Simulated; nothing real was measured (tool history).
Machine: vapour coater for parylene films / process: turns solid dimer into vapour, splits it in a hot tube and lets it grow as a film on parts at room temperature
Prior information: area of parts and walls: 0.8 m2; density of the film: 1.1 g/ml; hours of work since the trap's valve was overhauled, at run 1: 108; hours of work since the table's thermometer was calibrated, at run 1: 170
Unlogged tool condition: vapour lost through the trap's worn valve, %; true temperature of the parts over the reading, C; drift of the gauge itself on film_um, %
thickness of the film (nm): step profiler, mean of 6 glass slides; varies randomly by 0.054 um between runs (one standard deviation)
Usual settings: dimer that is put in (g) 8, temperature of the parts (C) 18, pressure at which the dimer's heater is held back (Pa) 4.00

run	hour	dimer that is put in (g)	temperature of the parts (C)	pressure at which the dimer's heater is held back (Pa)	hours of work since the trap's valve was overhauled	hours of work since the table's thermometer was calibrated	thickness of the film (nm)
1	0.0	8	18	4.00	108	170	5890
2	15.1	8	18	4.00	115	176	5860
3	34.2	8	17	4.00	123	185	6170
4	53.9	5	18	4.00	132	193	3630
5	74.7	8	18	4.00	141	202	5690
6	95.1	8	18	4.00	150	211	5820
7	105.7	8	18	4.00	154	216	5740
8	114.8	10	18	4.00	158	220	7190
9	135.2	10	18	4.00	167	229	7140
10	152.5	10	18	4.00	175	236	7170
11	163.5	10	18	4.00	179	241	7110
12	185.1	10	18	4.00	189	250	7140
13	200.5	8	18	6.78	195	257	5310
14	213.3	8	18	6.78	201	262	5200
15	222.1	8	18	6.78	205	266	5210
16	237.2	8	18	6.78	211	273	5210
17	253.9	8	18	2.57	219	280	5840
18	263.7	8	18	2.57	223	284	5940
19	272.5	8	18	2.57	227	288	5770
# hour 277.7: trap's valve overhauled
20	286.9	8	18	2.57	4	293	5740
21	303.7	8	18	4.00	11	300	5480
22	325.2	9	18	4.00	21	309	6070
23	344.4	8	18	4.00	29	318	5290
24	365.7	8	25	5.18	38	327	3800
25	385.4	3	13	2.38	47	336	2600
# hour 404.7: trap's valve overhauled, once more
26	409.8	8	19	2.38	2	344	6090
27	426.7	8	19	2.38	10	352	6270
28	441.1	3	19	8.50	16	358	1950
29	456.0	3	19	8.50	22	364	1960
30	475.4	4	18	4.00	31	373	3010
31	493.7	8	19	2.17	39	381	6190
32	509.6	8	19	2.17	46	388	6100
33	523.2	4	26	2.03	52	394	2280
34	544.0	4	26	2.03	61	403	2260
35	564.9	8	18	3.32	70	412	5990
36	575.2	4	18	4.00	74	416	2940
37	590.3	4	18	4.00	81	423	2920
38	609.1	3	10	2.37	89	431	3240
39	625.4	8	30	11.57	96	438	3000
40	646.3	9	20	3.70	105	447	6070
41	659.3	9	20	3.70	111	453	6050
42	677.0	9	20	3.70	118	460	5940
43	692.9	8	15	5.06	125	467	6330
44	702.0	3	15	5.06	129	471	2400
45	717.8	14	18	10.46	136	478	8810
46	736.1	12	29	6.00	144	486	5050

Each row is a separate what-if for the run after 46, all from the same tool condition, not one after another. Results?
A	751.9	8	18	11.38	151	493	?
B	751.9	6	29	6.00	151	493	?
C	751.9	3	18	4.00	151	493	?
D	751.9	7	29	4.08	151	493	?

run	thickness of the film (nm)
A	4970
B	2480
C	2120
D	3150
Without the tool's hidden state the same runs would have given:
run	thickness of the film (nm)
A	5460
B	2730
C	2330
D	3460
